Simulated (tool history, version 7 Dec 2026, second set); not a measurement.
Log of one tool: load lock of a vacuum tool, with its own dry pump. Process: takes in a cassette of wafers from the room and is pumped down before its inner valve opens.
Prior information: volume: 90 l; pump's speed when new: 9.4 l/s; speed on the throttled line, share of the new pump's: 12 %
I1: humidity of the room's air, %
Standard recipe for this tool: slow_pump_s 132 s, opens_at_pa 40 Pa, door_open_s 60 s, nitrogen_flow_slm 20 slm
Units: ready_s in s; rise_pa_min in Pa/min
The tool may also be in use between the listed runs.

run 1 hour=0 | slow_pump_s=132 opens_at_pa=40 door_open_s=60 nitrogen_flow_slm=20 | I1=45.1 | ready_s=194.6 rise_pa_min=0.048
run 2 hour=223.4 | slow_pump_s=132 opens_at_pa=40 door_open_s=60 nitrogen_flow_slm=20 | I1=46.2 | ready_s=194.8 rise_pa_min=0.051
run 3 hour=466.2 | slow_pump_s=132 opens_at_pa=40 door_open_s=132 nitrogen_flow_slm=20 | I1=45.1 | ready_s=194.4 rise_pa_min=0.05
run 4 hour=732.4 | slow_pump_s=132 opens_at_pa=40 door_open_s=132 nitrogen_flow_slm=20 | I1=46 | ready_s=194.4 rise_pa_min=0.052
run 5 hour=960.7 | slow_pump_s=132 opens_at_pa=40 door_open_s=132 nitrogen_flow_slm=20 | I1=45.9 | ready_s=196 rise_pa_min=0.061
run 6 hour=1283.6 | slow_pump_s=132 opens_at_pa=40 door_open_s=132 nitrogen_flow_slm=20 | I1=43.4 | ready_s=196 rise_pa_min=0.058
run 7 hour=1554.6 | slow_pump_s=132 opens_at_pa=40 door_open_s=132 nitrogen_flow_slm=11 | I1=47.7 | ready_s=195.5 rise_pa_min=0.067
run 8 hour=1753.8 | slow_pump_s=132 opens_at_pa=40 door_open_s=29 nitrogen_flow_slm=20 | I1=43.4 | ready_s=195.8 rise_pa_min=0.054
run 9 hour=1950.5 | slow_pump_s=132 opens_at_pa=40 door_open_s=41 nitrogen_flow_slm=8 | I1=43.5 | ready_s=195.3 rise_pa_min=0.055
run 10 hour=2186.2 | slow_pump_s=132 opens_at_pa=40 door_open_s=41 nitrogen_flow_slm=8 | I1=43.9 | ready_s=196.7 rise_pa_min=0.062
run 11 hour=2377.7 | slow_pump_s=132 opens_at_pa=39 door_open_s=60 nitrogen_flow_slm=41 | I1=44.2 | ready_s=195.8 rise_pa_min=0.053
run 12 hour=2715.7 | slow_pump_s=132 opens_at_pa=39 door_open_s=60 nitrogen_flow_slm=41 | I1=43.7 | ready_s=196.2 rise_pa_min=0.056
run 13 hour=2901.2 | slow_pump_s=132 opens_at_pa=39 door_open_s=60 nitrogen_flow_slm=41 | I1=40.5 | ready_s=196.5 rise_pa_min=0.057
run 14 hour=3117.4 | slow_pump_s=132 opens_at_pa=39 door_open_s=60 nitrogen_flow_slm=41 | I1=47.8 | ready_s=196.5 rise_pa_min=0.057
run 15 hour=3264.6 | slow_pump_s=97 opens_at_pa=72 door_open_s=41 nitrogen_flow_slm=41 | I1=48 | ready_s=160.5 rise_pa_min=0.062
run 16 hour=3483.5 | slow_pump_s=131 opens_at_pa=72 door_open_s=41 nitrogen_flow_slm=41 | I1=48.3 | ready_s=189 rise_pa_min=0.059

For some of the steps in ready_s from one run to the next: how much would appear even if the tool had no hidden state, given the settings, what came in and random variation, and how much remains for the hidden state plus any gauge scatter that the measured result and the result without hidden state don't share?
The tool's hidden condition here consists of: pump's speed, % of a new pump's; leak at the door's seal, Pa l/s; drift of the gauge itself on ready_s, %; drift of the gauge itself on rise_pa_min, %.
Run 7 -> 8: door_open_s 132 -> 29, nitrogen_flow_slm 11 -> 20. ready_s +0.3 s: hidden state +0.3, all else +0.
Run 14 -> 15: slow_pump_s 132 -> 97, opens_at_pa 39 -> 72, door_open_s 60 -> 41. ready_s -36 s: hidden state -0.1, all else -35.9.
